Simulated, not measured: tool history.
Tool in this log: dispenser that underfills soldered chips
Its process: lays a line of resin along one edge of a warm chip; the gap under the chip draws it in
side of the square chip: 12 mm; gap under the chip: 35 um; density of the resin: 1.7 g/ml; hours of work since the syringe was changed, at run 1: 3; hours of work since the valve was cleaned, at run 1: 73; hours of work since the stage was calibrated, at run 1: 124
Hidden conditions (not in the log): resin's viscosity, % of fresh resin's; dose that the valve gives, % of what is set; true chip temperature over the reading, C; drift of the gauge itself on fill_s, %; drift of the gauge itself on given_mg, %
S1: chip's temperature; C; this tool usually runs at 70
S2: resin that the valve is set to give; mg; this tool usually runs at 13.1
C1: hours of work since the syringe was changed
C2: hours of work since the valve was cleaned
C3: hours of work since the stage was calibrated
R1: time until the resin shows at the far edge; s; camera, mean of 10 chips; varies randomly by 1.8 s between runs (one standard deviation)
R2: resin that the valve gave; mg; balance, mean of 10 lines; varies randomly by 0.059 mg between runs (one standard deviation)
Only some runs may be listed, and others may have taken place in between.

Run 1, hour 0.0: usual settings; C1 3; C2 73; C3 124. Result: R1 205.8 s, R2 12.59 mg.
At hour 5.1: new syringe of resin.
Run 2, hour 8.6: usual settings; C1 2; C2 79; C3 129. Result: R1 188.9 s, R2 12.59 mg.
At hour 15.4: new syringe of resin.
Run 3, hour 20.1: usual settings but S2 13.7 mg; C1 3; C2 87; C3 137. Result: R1 198.6 s, R2 12.93 mg.
At hour 26.1: new syringe of resin.
Run 4, hour 32.2: usual settings but S2 13.7 mg; C1 4; C2 95; C3 145. Result: R1 208.6 s, R2 12.92 mg.
At hour 36.4: new syringe of resin.
Run 5, hour 41.5: usual settings; C1 3; C2 101; C3 151. Result: R1 195.1 s, R2 12.30 mg.
At hour 46.7: new syringe of resin.
Run 6, hour 55.2: usual settings; C1 6; C2 110; C3 160. Result: R1 216.2 s, R2 12.33 mg.
At hour 56.6: new syringe of resin.
At hour 64.6: dispensing valve cleaned and set on the balance.
At hour 68.1: new syringe of resin.
Run 7, hour 69.8: usual settings; C1 1; C2 3; C3 169. Result: R1 186.7 s, R2 12.98 mg.
At hour 77.9: new syringe of resin.
Run 8, hour 78.0: usual settings; C1 0; C2 9; C3 174. Result: R1 173.4 s, R2 13.19 mg.
At hour 87.8: new syringe of resin.
Run 9, hour 87.8: usual settings; C1 0; C2 15; C3 181. Result: R1 173.3 s, R2 13.07 mg.
At hour 97.6: new syringe of resin.
Run 10, hour 102.4: usual settings but S1 56 C, S2 15.3 mg; C1 3; C2 25; C3 190. Result: R1 341.1 s, R2 15.14 mg.
At hour 107.6: new syringe of resin.
Run 11, hour 116.3: usual settings but S1 56 C, S2 15.3 mg; C1 6; C2 34; C3 200. Result: R1 368.7 s, R2 15.07 mg.
At hour 117.6: new syringe of resin.
At hour 127.3: new syringe of resin.
Run 12, hour 127.3: usual settings but S1 83 C, S2 15.7 mg; C1 0; C2 41; C3 207. Result: R1 112.4 s, R2 15.22 mg.
At hour 137.6: new syringe of resin.
Run 13, hour 137.6: usual settings but S1 79 C, S2 16.2 mg; C1 0; C2 48; C3 214. Result: R1 121.5 s, R2 15.68 mg.
At hour 147.7: new syringe of resin.
Run 14, hour 152.1: usual settings but S1 79 C, S2 15.2 mg; C1 3; C2 57; C3 223. Result: R1 139.9 s, R2 14.67 mg.
At hour 157.7: new syringe of resin.
Run 15, hour 160.8: usual settings but S1 65 C, S2 12.5 mg; C1 2; C2 63; C3 229. Result: R1 239.2 s, R2 12.09 mg.
At hour 168.1: new syringe of resin.
Run 16, hour 172.0: usual settings but S1 62 C, S2 15.1 mg; C1 3; C2 71; C3 236. Result: R1 261.1 s, R2 14.52 mg.
At hour 179.0: new syringe of resin.
Run 17, hour 184.9: usual settings but S1 75 C, S2 13.3 mg; C1 4; C2 79; C3 245. Result: R1 165.1 s, R2 12.64 mg.
At hour 188.8: new syringe of resin.
At hour 198.9: new syringe of resin.
Run 18, hour 198.9: usual settings but S1 66 C, S2 11.8 mg; C1 0; C2 88; C3 254. Result: R1 213.3 s, R2 11.21 mg.

Results per run with the tool's hidden condition removed, run-to-run variation unchanged:
run     R1     R2
  1  182.6  13.14
  2  179.1  13.19
  3  178.7  13.60
  4  179.6  13.65
  5  176.3  13.05
  6  178.1  13.15
  7  181.2  12.97
  8  177.2  13.23
  9  178.3  13.16
 10  307.7  15.33
 11  308.6  15.35
 12  111.3  15.57
 13  125.0  16.11
 14  127.2  15.16
 15  224.0  12.53
 16  242.0  15.13
 17  147.4  13.24
 18  212.1  11.80

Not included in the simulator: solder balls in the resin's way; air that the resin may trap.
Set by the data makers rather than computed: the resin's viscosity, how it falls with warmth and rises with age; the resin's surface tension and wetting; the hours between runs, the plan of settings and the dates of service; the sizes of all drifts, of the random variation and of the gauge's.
